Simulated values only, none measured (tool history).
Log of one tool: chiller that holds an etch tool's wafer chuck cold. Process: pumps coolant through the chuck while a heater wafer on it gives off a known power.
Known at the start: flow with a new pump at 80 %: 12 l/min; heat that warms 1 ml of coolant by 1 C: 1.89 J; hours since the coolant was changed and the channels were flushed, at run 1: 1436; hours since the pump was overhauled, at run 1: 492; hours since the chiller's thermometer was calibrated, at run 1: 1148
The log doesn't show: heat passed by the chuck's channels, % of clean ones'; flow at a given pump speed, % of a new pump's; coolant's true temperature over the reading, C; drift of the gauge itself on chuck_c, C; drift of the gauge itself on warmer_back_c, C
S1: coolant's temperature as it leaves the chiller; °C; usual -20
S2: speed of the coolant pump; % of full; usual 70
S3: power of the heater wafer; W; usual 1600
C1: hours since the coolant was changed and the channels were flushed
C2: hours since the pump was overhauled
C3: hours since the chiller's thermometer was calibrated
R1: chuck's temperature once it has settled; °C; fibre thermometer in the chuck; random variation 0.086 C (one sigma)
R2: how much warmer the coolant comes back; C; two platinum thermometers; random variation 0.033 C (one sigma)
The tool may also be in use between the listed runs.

run 1 hour=0.0 | S1=-20 S2=70 S3=1600 | C1=1436 C2=492 C3=1148 | R1=-6.85 R2=5.03
run 2 hour=79.0 | S1=-20 S2=70 S3=1600 | C1=1515 C2=571 C3=1227 | R1=-7.00 R2=5.00
run 3 hour=155.8 | S1=-20 S2=70 S3=1600 | C1=1592 C2=648 C3=1304 | R1=-6.79 R2=5.01
run 4 hour=252.1 | S1=-20 S2=70 S3=1600 | C1=1688 C2=744 C3=1400 | R1=-6.81 R2=5.07
run 5 hour=303.5 | S1=-20 S2=70 S3=1600 | C1=1740 C2=796 C3=1451 | R1=-6.69 R2=5.03
run 6 hour=349.0 | S1=-14 S2=70 S3=1015 | C1=1785 C2=841 C3=1497 | R1=-5.71 R2=3.22
run 7 hour=401.3 | S1=-15 S2=79 S3=1600 | C1=1837 C2=893 C3=1549 | R1=-2.84 R2=4.46
run 8 hour=449.1 | S1=-15 S2=79 S3=1600 | C1=1885 C2=941 C3=1597 | R1=-2.85 R2=4.55
run 9 hour=548.3 | S1=-15 S2=79 S3=1600 | C1=1984 C2=1040 C3=1696 | R1=-2.74 R2=4.42
run 10 hour=623.1 | S1=-15 S2=79 S3=1600 | C1=2059 C2=1115 C3=1771 | R1=-2.75 R2=4.49

3 ways to go on from here, each from the tool as it stands after run 10. What would each give?
run A hour=707.3 | S1=-18 S2=79 S3=1600 | C1=2143 C2=1199 C3=1855 | R1=? R2=?
run B hour=707.3 | S1=-11 S2=73 S3=1118 | C1=2143 C2=1199 C3=1855 | R1=? R2=?
run C hour=707.3 | S1=-21 S2=79 S3=1773 | C1=2143 C2=1199 C3=1855 | R1=? R2=?

run=A R1=-5.87 R2=4.54
run=B R1=-1.99 R2=3.38
run=C R1=-7.55 R2=4.98
Without the tool's hidden state the same runs would have given:
run=A R1=-6.43 R2=4.36
run=B R1=-2.35 R2=3.25
run=C R1=-8.19 R2=4.78
